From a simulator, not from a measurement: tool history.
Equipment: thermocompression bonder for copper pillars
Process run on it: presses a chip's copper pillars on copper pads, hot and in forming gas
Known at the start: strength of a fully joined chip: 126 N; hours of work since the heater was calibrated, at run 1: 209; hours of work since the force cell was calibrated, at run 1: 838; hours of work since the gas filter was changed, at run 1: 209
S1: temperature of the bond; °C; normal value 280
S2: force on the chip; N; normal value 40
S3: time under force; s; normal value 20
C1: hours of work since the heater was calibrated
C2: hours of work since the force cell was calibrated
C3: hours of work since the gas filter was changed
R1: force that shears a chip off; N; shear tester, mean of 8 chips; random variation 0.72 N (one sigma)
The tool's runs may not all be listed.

{"run": 1, "hour": 0.0, "S1": 280, "S2": 40, "S3": 20, "C1": 209, "C2": 838, "C3": 209, "R1": 41.6}
{"hour": 33.1, "done": "force cell calibrated"}
{"run": 2, "hour": 87.7, "S1": 280, "S2": 40, "S3": 20, "C1": 268, "C2": 37, "C3": 268, "R1": 47}
{"run": 3, "hour": 152.0, "S1": 280, "S2": 40, "S3": 20, "C1": 312, "C2": 81, "C3": 312, "R1": 45.2}
{"run": 4, "hour": 209.6, "S1": 280, "S2": 40, "S3": 20, "C1": 351, "C2": 120, "C3": 351, "R1": 43.9}
{"run": 5, "hour": 252.9, "S1": 280, "S2": 40, "S3": 10, "C1": 381, "C2": 150, "C3": 381, "R1": 32.6}
{"run": 6, "hour": 330.1, "S1": 280, "S2": 40, "S3": 10, "C1": 433, "C2": 202, "C3": 433, "R1": 32.8}
{"hour": 354.5, "done": "forming gas filter changed"}
{"run": 7, "hour": 374.4, "S1": 280, "S2": 40, "S3": 10, "C1": 463, "C2": 232, "C3": 14, "R1": 36.7}
{"run": 8, "hour": 415.6, "S1": 270, "S2": 40, "S3": 20, "C1": 491, "C2": 260, "C3": 42, "R1": 42.1}
{"run": 9, "hour": 457.6, "S1": 280, "S2": 40, "S3": 20, "C1": 520, "C2": 289, "C3": 70, "R1": 45.8}
{"run": 10, "hour": 513.9, "S1": 280, "S2": 40, "S3": 20, "C1": 558, "C2": 327, "C3": 109, "R1": 46.1}
{"run": 11, "hour": 600.6, "S1": 280, "S2": 40, "S3": 43, "C1": 617, "C2": 386, "C3": 168, "R1": 58.1}
{"run": 12, "hour": 659.2, "S1": 280, "S2": 40, "S3": 43, "C1": 657, "C2": 426, "C3": 208, "R1": 58.9}
{"run": 13, "hour": 716.2, "S1": 280, "S2": 40, "S3": 43, "C1": 696, "C2": 465, "C3": 246, "R1": 57.7}
{"run": 14, "hour": 760.8, "S1": 280, "S2": 40, "S3": 26, "C1": 727, "C2": 496, "C3": 277, "R1": 45.6}
{"run": 15, "hour": 837.1, "S1": 280, "S2": 39, "S3": 20, "C1": 779, "C2": 548, "C3": 329, "R1": 39.7}
{"run": 16, "hour": 877.2, "S1": 288, "S2": 46, "S3": 27, "C1": 806, "C2": 575, "C3": 356, "R1": 58.2}
{"run": 17, "hour": 932.8, "S1": 292, "S2": 26, "S3": 54, "C1": 844, "C2": 613, "C3": 394, "R1": 40}
{"run": 18, "hour": 990.9, "S1": 292, "S2": 26, "S3": 54, "C1": 883, "C2": 652, "C3": 434, "R1": 38.9}
{"hour": 1012.3, "done": "forming gas filter changed"}
{"run": 19, "hour": 1057.5, "S1": 251, "S2": 25, "S3": 20, "C1": 928, "C2": 698, "C3": 31, "R1": 15.4}
{"run": 20, "hour": 1124.7, "S1": 273, "S2": 49, "S3": 10, "C1": 974, "C2": 743, "C3": 77, "R1": 36.5}
{"run": 21, "hour": 1186.9, "S1": 273, "S2": 49, "S3": 15, "C1": 1017, "C2": 786, "C3": 119, "R1": 41.9}
{"run": 22, "hour": 1224.8, "S1": 273, "S2": 58, "S3": 14, "C1": 1042, "C2": 812, "C3": 145, "R1": 49.3}
{"hour": 1293.5, "done": "force cell calibrated"}
{"run": 23, "hour": 1302.8, "S1": 273, "S2": 49, "S3": 22, "C1": 1095, "C2": 6, "C3": 197, "R1": 53.3}
{"run": 24, "hour": 1352.4, "S1": 264, "S2": 40, "S3": 50, "C1": 1128, "C2": 40, "C3": 231, "R1": 50.8}
{"run": 25, "hour": 1417.5, "S1": 264, "S2": 25, "S3": 53, "C1": 1173, "C2": 84, "C3": 275, "R1": 28.8}
{"run": 26, "hour": 1484.1, "S1": 264, "S2": 25, "S3": 53, "C1": 1218, "C2": 130, "C3": 321, "R1": 28.2}
{"run": 27, "hour": 1521.6, "S1": 264, "S2": 25, "S3": 53, "C1": 1244, "C2": 155, "C3": 346, "R1": 27.9}
{"run": 28, "hour": 1561.0, "S1": 264, "S2": 25, "S3": 53, "C1": 1271, "C2": 182, "C3": 373, "R1": 27.2}
{"run": 29, "hour": 1623.9, "S1": 264, "S2": 25, "S3": 53, "C1": 1313, "C2": 225, "C3": 416, "R1": 26.5}

What if the next run were any one of these 4? Each begins from the tool's condition after run 29:
{"hour": 1672.0, "done": "forming gas filter changed"}
{"run": "A", "hour": 1708.6, "S1": 264, "S2": 28, "S3": 38, "C1": 1371, "C2": 283, "C3": 25, "R1": "?"}
{"hour": 1672.0, "done": "forming gas filter changed"}
{"run": "B", "hour": 1708.6, "S1": 280, "S2": 37, "S3": 23, "C1": 1371, "C2": 283, "C3": 25, "R1": "?"}
{"hour": 1672.0, "done": "forming gas filter changed"}
{"run": "C", "hour": 1708.6, "S1": 260, "S2": 25, "S3": 53, "C1": 1371, "C2": 283, "C3": 25, "R1": "?"}
{"hour": 1672.0, "done": "forming gas filter changed"}
{"run": "D", "hour": 1708.6, "S1": 297, "S2": 28, "S3": 34, "C1": 1371, "C2": 283, "C3": 25, "R1": "?"}

run=A R1=28.6
run=B R1=41.6
run=C R1=27
run=D R1=42.9
Take away the tool's hidden state, keep each run's random variation, and the runs would have read:
run=A R1=34.8
run=B R1=49.4
run=C R1=33
run=D R1=50.4

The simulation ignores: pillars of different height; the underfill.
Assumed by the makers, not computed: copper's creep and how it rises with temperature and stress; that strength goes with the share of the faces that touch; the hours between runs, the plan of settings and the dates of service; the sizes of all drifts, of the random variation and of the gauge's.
